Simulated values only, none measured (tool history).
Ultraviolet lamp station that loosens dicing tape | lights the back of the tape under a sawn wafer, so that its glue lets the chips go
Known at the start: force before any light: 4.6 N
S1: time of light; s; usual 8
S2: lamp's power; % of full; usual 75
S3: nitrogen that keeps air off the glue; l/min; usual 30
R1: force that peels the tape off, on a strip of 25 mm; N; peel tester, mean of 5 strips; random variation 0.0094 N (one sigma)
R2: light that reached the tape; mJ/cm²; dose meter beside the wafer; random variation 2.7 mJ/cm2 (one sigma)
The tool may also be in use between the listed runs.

run    day  S1  S2  S3     R1   R2
  1  0.000   8  75  30  0.396  362
  2  0.179   8  75  30  0.396  361
  3  0.583   8  75  30  0.415  355
  4  0.946   8  75  30  0.405  362
  5  1.296   8  75  30  0.396  364
  6  1.504   8  75  30  0.413  362
  7  1.792   8  75  30  0.413  355
  8  2.100   8  75  30  0.395  361
  9  2.512   8  75  30  0.384  361
 10  2.900  11  85  30  0.190  559
 11  3.138  12  75  30  0.200  538
 12  3.329   6  76  13  1.111  278
 13  3.571   7  75  10  1.100  318
 14  3.812   7  75  10  1.044  318
 15  4.083   7  70  10  1.202  290
 16  4.367   7  70  19  0.771  293
 17  4.800   6  74  18  0.956  266
 18  5.138   6  74  18  0.963  262

3 ways to go on from here, each from the tool as it stands after run 18. What would each give?
  A  5.562   8  75  36   ?   ?
  B  5.562   6  86   9   ?   ?
  C  5.562  12  82  22   ?   ?

run     R1   R2
  A  0.340  363
  B  1.088  313
  C  0.203  591
Without the tool's hidden state the same runs would have given:
run     R1   R2
  A  0.338  364
  B  1.085  314
  C  0.202  592
